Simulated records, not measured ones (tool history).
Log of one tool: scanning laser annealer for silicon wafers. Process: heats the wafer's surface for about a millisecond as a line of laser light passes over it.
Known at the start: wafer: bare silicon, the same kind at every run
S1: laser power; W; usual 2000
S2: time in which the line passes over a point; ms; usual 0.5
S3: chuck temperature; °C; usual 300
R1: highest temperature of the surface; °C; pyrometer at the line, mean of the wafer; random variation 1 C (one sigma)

{"run": 1, "hour": 0.0, "S1": 2000, "S2": 0.5, "S3": 300, "R1": 1074}
{"run": 2, "hour": 20.9, "S1": 2000, "S2": 0.5, "S3": 300, "R1": 1074}
{"run": 3, "hour": 39.4, "S1": 2000, "S2": 0.5, "S3": 304, "R1": 1076}
{"run": 4, "hour": 63.7, "S1": 2000, "S2": 0.5, "S3": 335, "R1": 1106}
{"run": 5, "hour": 80.5, "S1": 2000, "S2": 0.5, "S3": 335, "R1": 1108}
{"run": 6, "hour": 104.1, "S1": 2000, "S2": 0.5, "S3": 335, "R1": 1107}
{"run": 7, "hour": 125.1, "S1": 2000, "S2": 0.5, "S3": 335, "R1": 1107}
{"run": 8, "hour": 140.6, "S1": 2000, "S2": 0.5, "S3": 335, "R1": 1106}
{"run": 9, "hour": 152.0, "S1": 2000, "S2": 0.5, "S3": 295, "R1": 1067}
{"run": 10, "hour": 163.5, "S1": 2000, "S2": 0.423, "S3": 300, "R1": 1016}
{"run": 11, "hour": 187.2, "S1": 2000, "S2": 0.423, "S3": 300, "R1": 1017}
{"hour": 202.8, "done": "window over the wafer cleaned"}
{"run": 12, "hour": 204.6, "S1": 2000, "S2": 0.5, "S3": 300, "R1": 1082}
{"run": 13, "hour": 216.0, "S1": 2000, "S2": 0.5, "S3": 300, "R1": 1082}
{"run": 14, "hour": 240.4, "S1": 2000, "S2": 0.5, "S3": 300, "R1": 1081}
{"run": 15, "hour": 262.5, "S1": 1986, "S2": 0.5, "S3": 300, "R1": 1073}
{"run": 16, "hour": 287.6, "S1": 1986, "S2": 0.5, "S3": 300, "R1": 1074}
{"run": 17, "hour": 311.1, "S1": 1986, "S2": 0.5, "S3": 300, "R1": 1074}
{"run": 18, "hour": 321.9, "S1": 1986, "S2": 0.5, "S3": 300, "R1": 1073}
{"run": 19, "hour": 338.4, "S1": 1986, "S2": 0.5, "S3": 300, "R1": 1072}
{"run": 20, "hour": 354.3, "S1": 1986, "S2": 0.5, "S3": 300, "R1": 1071}
{"run": 21, "hour": 365.5, "S1": 2013, "S2": 0.5, "S3": 300, "R1": 1084}
{"run": 22, "hour": 377.9, "S1": 2013, "S2": 0.5, "S3": 300, "R1": 1081}
{"run": 23, "hour": 389.9, "S1": 2013, "S2": 0.5, "S3": 300, "R1": 1082}

The next listed run, before its measurement:
{"run": 24, "hour": 414.4, "S1": 2013, "S2": 0.5, "S3": 300, "R1": "?"}

{"run 24": {"R1": 1083}}
Without the tool's hidden state the same run would have given R1 1091 °C.

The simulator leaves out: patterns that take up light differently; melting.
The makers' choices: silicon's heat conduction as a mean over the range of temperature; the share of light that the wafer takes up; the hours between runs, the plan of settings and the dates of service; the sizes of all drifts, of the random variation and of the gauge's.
